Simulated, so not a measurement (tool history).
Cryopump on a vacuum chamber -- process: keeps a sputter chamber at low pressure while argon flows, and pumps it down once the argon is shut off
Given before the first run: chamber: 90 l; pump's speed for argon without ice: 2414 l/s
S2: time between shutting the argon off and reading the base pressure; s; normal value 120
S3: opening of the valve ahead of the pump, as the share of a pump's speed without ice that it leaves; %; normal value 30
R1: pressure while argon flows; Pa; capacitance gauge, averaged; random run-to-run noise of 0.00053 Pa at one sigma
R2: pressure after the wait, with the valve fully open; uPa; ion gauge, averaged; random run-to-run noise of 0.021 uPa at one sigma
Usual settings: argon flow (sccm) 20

Run 1, day 0: usual settings. Result: R1 0.0469 Pa, R2 1.74 uPa.
Run 2, day 2.704: usual settings but argon flow (sccm) 23. Result: R1 0.055 Pa, R2 1.82 uPa.
Run 3, day 5.967: usual settings. Result: R1 0.0466 Pa, R2 1.95 uPa.
At day 6.354: leaking fittings of the chamber tightened, without venting.
Run 4, day 9.496: usual settings but S2 67 s. Result: R1 0.0471 Pa, R2 0.82 uPa.
Run 5, day 11.812: usual settings. Result: R1 0.0473 Pa, R2 0.6 uPa.
Run 6, day 14.617: usual settings. Result: R1 0.0488 Pa, R2 0.69 uPa.
Run 7, day 18.004: usual settings but argon flow (sccm) 21, S3 19 %. Result: R1 0.0793 Pa, R2 0.78 uPa.

The next listed run, before its measurement:
Run 8, day 20.029: usual settings but argon flow (sccm) 21, S3 19 %. Result: R1 ?, R2 ?.

Run 8 yielded R1 0.0787 Pa, R2 0.8 uPa.
On a tool with no hidden condition, and with the same random variation, this run would have come out at R1 0.0772 Pa, R2 0.44 uPa.
